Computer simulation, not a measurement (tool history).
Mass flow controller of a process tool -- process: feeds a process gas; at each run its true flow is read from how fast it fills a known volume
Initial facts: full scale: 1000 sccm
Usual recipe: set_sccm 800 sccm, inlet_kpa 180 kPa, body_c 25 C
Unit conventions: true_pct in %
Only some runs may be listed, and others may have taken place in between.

run,hour,set_sccm,inlet_kpa,body_c,true_pct
1,0.0,800,180,25,99.86
2,76.7,800,180,25,99.73
3,131.3,800,180,25,99.66
4,206.0,800,180,25,99.61
5,282.6,234,180,25,99.31
6,367.3,234,180,25,99.21
7,467.5,139,180,25,98.92
8,567.0,163,148,38,97.69
9,643.1,292,180,25,98.89
10,726.4,292,180,25,98.81
11,820.6,379,180,34,97.95
12,877.1,379,156,26,98.47
13,931.7,379,156,26,98.50

Each row is a separate what-if for the run after 13, all from the same tool condition, not one after another. Results?
A,982.6,618,202,27,?
B,982.6,250,162,27,?
C,982.6,800,177,28,?
D,982.6,276,229,31,?
E,982.6,225,186,26,?

run,true_pct
A,98.63
B,98.25
C,98.69
D,98.35
E,98.40
With the hidden condition removed and each run's random variation left untouched, the same runs would have given:
run,true_pct
A,99.62
B,99.22
C,99.67
D,99.32
E,99.37

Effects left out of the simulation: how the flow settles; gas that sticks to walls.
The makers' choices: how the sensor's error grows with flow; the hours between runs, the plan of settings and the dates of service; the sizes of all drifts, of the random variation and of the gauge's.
